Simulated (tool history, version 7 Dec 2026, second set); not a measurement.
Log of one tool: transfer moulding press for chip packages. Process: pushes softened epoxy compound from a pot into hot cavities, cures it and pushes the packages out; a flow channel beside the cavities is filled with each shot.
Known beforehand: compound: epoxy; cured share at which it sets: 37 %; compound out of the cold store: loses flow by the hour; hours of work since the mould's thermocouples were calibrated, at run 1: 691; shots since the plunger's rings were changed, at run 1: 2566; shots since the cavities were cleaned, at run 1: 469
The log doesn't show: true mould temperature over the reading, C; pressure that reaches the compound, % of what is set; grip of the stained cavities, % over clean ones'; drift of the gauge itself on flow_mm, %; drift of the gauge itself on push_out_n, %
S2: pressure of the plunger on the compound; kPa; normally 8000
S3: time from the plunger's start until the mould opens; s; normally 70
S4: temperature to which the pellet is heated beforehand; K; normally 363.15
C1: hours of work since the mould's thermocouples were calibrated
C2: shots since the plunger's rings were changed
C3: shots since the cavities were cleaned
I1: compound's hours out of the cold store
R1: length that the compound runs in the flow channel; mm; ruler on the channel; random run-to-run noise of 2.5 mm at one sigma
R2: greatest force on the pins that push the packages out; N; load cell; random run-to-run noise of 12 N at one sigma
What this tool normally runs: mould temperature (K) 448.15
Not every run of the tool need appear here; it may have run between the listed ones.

Run 1, day 0.000: usual settings; C1 691; C2 2566; C3 469; I1 26.9. Result: R1 497 mm, R2 1138 N.
Run 2, day 1.350: usual settings; C1 716; C2 3099; C3 1002; I1 32.5. Result: R1 484 mm, R2 1359 N.
At day 1.917: cavities cleaned with cleaning compound and waxed.
At day 2.233: plunger's sealing rings changed.
Run 3, day 2.667: usual settings; C1 737; C2 172; C3 256; I1 9.6. Result: R1 561 mm, R2 1031 N.
Run 4, day 3.804: usual settings; C1 758; C2 621; C3 705; I1 30.1. Result: R1 518 mm, R2 1245 N.
At day 3.967: mould's thermocouples calibrated.
At day 5.262: cavities cleaned with cleaning compound and waxed.
Run 5, day 5.292: usual settings; C1 23; C2 1151; C3 11; I1 45.4. Result: R1 479 mm, R2 672 N.
Run 6, day 6.696: usual settings but S3 80 s; C1 49; C2 1707; C3 567; I1 43.0. Result: R1 478 mm, R2 892 N.
Run 7, day 8.092: usual settings but S3 80 s; C1 75; C2 2258; C3 1118; I1 26.0. Result: R1 508 mm, R2 1087 N.
At day 8.458: cavities cleaned with cleaning compound and waxed.
At day 9.250: mould's thermocouples calibrated, once more.
Run 8, day 9.292: usual settings but S2 9350 kPa, S3 59 s; C1 1; C2 2675; C3 297; I1 37.2. Result: R1 519 mm, R2 1408 N.
Run 9, day 10.196: usual settings but S2 9350 kPa, S3 59 s; C1 17; C2 3032; C3 654; I1 29.7. Result: R1 529 mm, R2 1795 N.
At day 11.167: plunger's sealing rings changed.
Run 10, day 11.379: usual settings but mould temperature (K) 443.15, S2 6880 kPa, S3 62 s, S4 356.15 K; C1 37; C2 84; C3 1081; I1 11.2. Result: R1 530 mm, R2 2865 N.
At day 11.808: cavities cleaned with cleaning compound and waxed.
Run 11, day 12.200: usual settings but mould temperature (K) 452.15, S2 9980 kPa, S3 98 s; C1 51; C2 383; C3 154; I1 48.0. Result: R1 522 mm, R2 533 N.
Run 12, day 13.308: usual settings but mould temperature (K) 441.15, S2 6950 kPa, S3 75 s, S4 371.15 K; C1 72; C2 821; C3 592; I1 39.6. Result: R1 471 mm, R2 1463 N.
Run 13, day 14.725: usual settings but mould temperature (K) 441.15, S2 6950 kPa, S3 75 s, S4 371.15 K; C1 98; C2 1381; C3 1152; I1 40.1. Result: R1 465 mm, R2 1712 N.

4 ways to go on from here, each from the tool as it stands after run 13. What would each give?
At day 14.938: cavities cleaned with cleaning compound and waxed.
Run A, day 15.767: usual settings but mould temperature (K) 441.15, S2 6950 kPa, S3 73 s, S4 371.15 K; C1 116; C2 1768; C3 328; I1 16.7. Result: R1 ?, R2 ?.
At day 14.938: cavities cleaned with cleaning compound and waxed.
Run B, day 15.767: usual settings but mould temperature (K) 442.15, S2 7720 kPa, S3 67 s, S4 371.15 K; C1 116; C2 1768; C3 328; I1 31.6. Result: R1 ?, R2 ?.
At day 14.938: cavities cleaned with cleaning compound and waxed.
Run C, day 15.767: usual settings but mould temperature (K) 451.15, S2 9200 kPa, S3 85 s, S4 371.15 K; C1 116; C2 1768; C3 328; I1 31.7. Result: R1 ?, R2 ?.
At day 14.938: cavities cleaned with cleaning compound and waxed.
Run D, day 15.767: usual settings but mould temperature (K) 441.15, S2 6020 kPa, S3 75 s, S4 371.15 K; C1 116; C2 1768; C3 328; I1 38.7. Result: R1 ?, R2 ?.

run   R1    R2
  A  504  1351
  B  498  1503
  C  521   629
  D  430  1201
Had the tool no hidden state, the same runs would have come out as:
run   R1   R2
  A  524  867
  B  516  966
  C  541  405
  D  446  774
